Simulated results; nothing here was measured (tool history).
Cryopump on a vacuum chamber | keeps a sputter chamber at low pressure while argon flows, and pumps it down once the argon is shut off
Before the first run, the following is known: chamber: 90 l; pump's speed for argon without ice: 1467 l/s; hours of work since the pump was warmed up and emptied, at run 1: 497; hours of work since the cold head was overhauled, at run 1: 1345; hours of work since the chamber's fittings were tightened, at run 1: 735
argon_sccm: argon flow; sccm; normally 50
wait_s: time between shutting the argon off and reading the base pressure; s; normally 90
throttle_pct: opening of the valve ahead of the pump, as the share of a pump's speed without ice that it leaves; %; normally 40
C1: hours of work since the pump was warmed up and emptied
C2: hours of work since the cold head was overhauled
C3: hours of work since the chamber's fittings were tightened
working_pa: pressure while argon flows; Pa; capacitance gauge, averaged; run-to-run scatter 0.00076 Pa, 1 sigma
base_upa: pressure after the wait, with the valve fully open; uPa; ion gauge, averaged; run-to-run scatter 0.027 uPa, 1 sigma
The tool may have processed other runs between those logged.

{"run": 1, "hour": 0.0, "argon_sccm": 50, "wait_s": 90, "throttle_pct": 40, "C1": 497, "C2": 1345, "C3": 735, "working_pa": 0.1569, "base_upa": 2.19}
{"run": 2, "hour": 44.7, "argon_sccm": 50, "wait_s": 90, "throttle_pct": 40, "C1": 515, "C2": 1363, "C3": 753, "working_pa": 0.1567, "base_upa": 2.25}
{"run": 3, "hour": 118.0, "argon_sccm": 50, "wait_s": 90, "throttle_pct": 40, "C1": 545, "C2": 1393, "C3": 783, "working_pa": 0.1595, "base_upa": 2.21}
{"run": 4, "hour": 155.9, "argon_sccm": 50, "wait_s": 90, "throttle_pct": 40, "C1": 560, "C2": 1408, "C3": 798, "working_pa": 0.1599, "base_upa": 2.25}
{"run": 5, "hour": 228.6, "argon_sccm": 50, "wait_s": 90, "throttle_pct": 40, "C1": 590, "C2": 1438, "C3": 828, "working_pa": 0.1572, "base_upa": 2.31}
{"run": 6, "hour": 314.1, "argon_sccm": 50, "wait_s": 90, "throttle_pct": 40, "C1": 624, "C2": 1472, "C3": 862, "working_pa": 0.1602, "base_upa": 2.38}
{"run": 7, "hour": 387.3, "argon_sccm": 50, "wait_s": 90, "throttle_pct": 40, "C1": 654, "C2": 1502, "C3": 892, "working_pa": 0.1598, "base_upa": 2.47}
{"run": 8, "hour": 433.1, "argon_sccm": 50, "wait_s": 90, "throttle_pct": 43, "C1": 673, "C2": 1520, "C3": 911, "working_pa": 0.1503, "base_upa": 2.52}
{"run": 9, "hour": 515.1, "argon_sccm": 50, "wait_s": 90, "throttle_pct": 43, "C1": 706, "C2": 1554, "C3": 944, "working_pa": 0.1527, "base_upa": 2.57}
{"run": 10, "hour": 570.3, "argon_sccm": 50, "wait_s": 90, "throttle_pct": 43, "C1": 728, "C2": 1576, "C3": 966, "working_pa": 0.1548, "base_upa": 2.65}
{"run": 11, "hour": 614.3, "argon_sccm": 50, "wait_s": 90, "throttle_pct": 43, "C1": 746, "C2": 1594, "C3": 984, "working_pa": 0.1537, "base_upa": 2.65}
{"run": 12, "hour": 669.3, "argon_sccm": 50, "wait_s": 90, "throttle_pct": 43, "C1": 769, "C2": 1616, "C3": 1007, "working_pa": 0.1549, "base_upa": 2.69}
{"run": 13, "hour": 717.4, "argon_sccm": 50, "wait_s": 90, "throttle_pct": 40, "C1": 788, "C2": 1636, "C3": 1026, "working_pa": 0.166, "base_upa": 2.81}
{"hour": 729.1, "done": "pump warmed up, emptied and cooled again"}
{"run": 14, "hour": 770.4, "argon_sccm": 50, "wait_s": 31, "throttle_pct": 40, "C1": 17, "C2": 1655, "C3": 1046, "working_pa": 0.1453, "base_upa": 4.25}
{"run": 15, "hour": 814.4, "argon_sccm": 50, "wait_s": 90, "throttle_pct": 40, "C1": 35, "C2": 1673, "C3": 1063, "working_pa": 0.1455, "base_upa": 2.4}
{"run": 16, "hour": 867.7, "argon_sccm": 50, "wait_s": 90, "throttle_pct": 20, "C1": 56, "C2": 1695, "C3": 1085, "working_pa": 0.29, "base_upa": 2.39}
{"run": 17, "hour": 906.0, "argon_sccm": 50, "wait_s": 90, "throttle_pct": 20, "C1": 72, "C2": 1710, "C3": 1101, "working_pa": 0.2911, "base_upa": 2.44}
{"run": 18, "hour": 993.1, "argon_sccm": 50, "wait_s": 69, "throttle_pct": 27, "C1": 107, "C2": 1746, "C3": 1136, "working_pa": 0.216, "base_upa": 2.72}
{"run": 19, "hour": 1036.3, "argon_sccm": 49, "wait_s": 67, "throttle_pct": 40, "C1": 125, "C2": 1763, "C3": 1153, "working_pa": 0.1432, "base_upa": 2.89}
{"run": 20, "hour": 1111.8, "argon_sccm": 50, "wait_s": 21, "throttle_pct": 40, "C1": 155, "C2": 1794, "C3": 1184, "working_pa": 0.1483, "base_upa": 5.66}
{"run": 21, "hour": 1191.8, "argon_sccm": 50, "wait_s": 21, "throttle_pct": 40, "C1": 188, "C2": 1826, "C3": 1217, "working_pa": 0.1492, "base_upa": 5.83}
{"run": 22, "hour": 1260.8, "argon_sccm": 50, "wait_s": 21, "throttle_pct": 40, "C1": 216, "C2": 1854, "C3": 1245, "working_pa": 0.1492, "base_upa": 5.73}
{"run": 23, "hour": 1340.0, "argon_sccm": 30, "wait_s": 21, "throttle_pct": 40, "C1": 248, "C2": 1886, "C3": 1277, "working_pa": 0.0899, "base_upa": 5.8}
{"run": 24, "hour": 1392.5, "argon_sccm": 38, "wait_s": 199, "throttle_pct": 18, "C1": 269, "C2": 1908, "C3": 1298, "working_pa": 0.2478, "base_upa": 2.23}
{"run": 25, "hour": 1444.7, "argon_sccm": 29, "wait_s": 72, "throttle_pct": 23, "C1": 290, "C2": 1929, "C3": 1319, "working_pa": 0.1487, "base_upa": 2.99}
{"run": 26, "hour": 1496.4, "argon_sccm": 50, "wait_s": 81, "throttle_pct": 40, "C1": 311, "C2": 1950, "C3": 1340, "working_pa": 0.1526, "base_upa": 2.95}
{"run": 27, "hour": 1564.1, "argon_sccm": 50, "wait_s": 81, "throttle_pct": 39, "C1": 339, "C2": 1977, "C3": 1368, "working_pa": 0.1563, "base_upa": 3.08}
{"run": 28, "hour": 1629.8, "argon_sccm": 29, "wait_s": 24, "throttle_pct": 40, "C1": 365, "C2": 2004, "C3": 1394, "working_pa": 0.0892, "base_upa": 5.74}
{"run": 29, "hour": 1711.8, "argon_sccm": 28, "wait_s": 21, "throttle_pct": 23, "C1": 399, "C2": 2037, "C3": 1428, "working_pa": 0.1451, "base_upa": 6.3}
{"run": 30, "hour": 1790.4, "argon_sccm": 28, "wait_s": 21, "throttle_pct": 23, "C1": 431, "C2": 2069, "C3": 1459, "working_pa": 0.1463, "base_upa": 6.1}
{"run": 31, "hour": 1859.0, "argon_sccm": 28, "wait_s": 21, "throttle_pct": 23, "C1": 458, "C2": 2097, "C3": 1487, "working_pa": 0.1462, "base_upa": 6.11}
{"run": 32, "hour": 1918.0, "argon_sccm": 28, "wait_s": 21, "throttle_pct": 23, "C1": 482, "C2": 2121, "C3": 1511, "working_pa": 0.145, "base_upa": 6.5}
{"run": 33, "hour": 1993.5, "argon_sccm": 48, "wait_s": 29, "throttle_pct": 57, "C1": 513, "C2": 2152, "C3": 1542, "working_pa": 0.1099, "base_upa": 5.41}

Below are 3 alternative next runs, each starting from the tool's condition after run 33. Predict each:
{"run": "A", "hour": 2043.8, "argon_sccm": 50, "wait_s": 63, "throttle_pct": 40, "C1": 533, "C2": 2172, "C3": 1562, "working_pa": "?", "base_upa": "?"}
{"run": "B", "hour": 2043.8, "argon_sccm": 50, "wait_s": 109, "throttle_pct": 18, "C1": 533, "C2": 2172, "C3": 1562, "working_pa": "?", "base_upa": "?"}
{"run": "C", "hour": 2043.8, "argon_sccm": 43, "wait_s": 181, "throttle_pct": 49, "C1": 533, "C2": 2172, "C3": 1562, "working_pa": "?", "base_upa": "?"}

run=A working_pa=0.1579 base_upa=3.68
run=B working_pa=0.3347 base_upa=3.18
run=C working_pa=0.1132 base_upa=2.82
Stripped of hidden state, with their random variation kept, the same runs would have yielded:
run=A working_pa=0.1444 base_upa=1.57
run=B working_pa=0.3212 base_upa=1.01
run=C working_pa=0.1016 base_upa=0.68
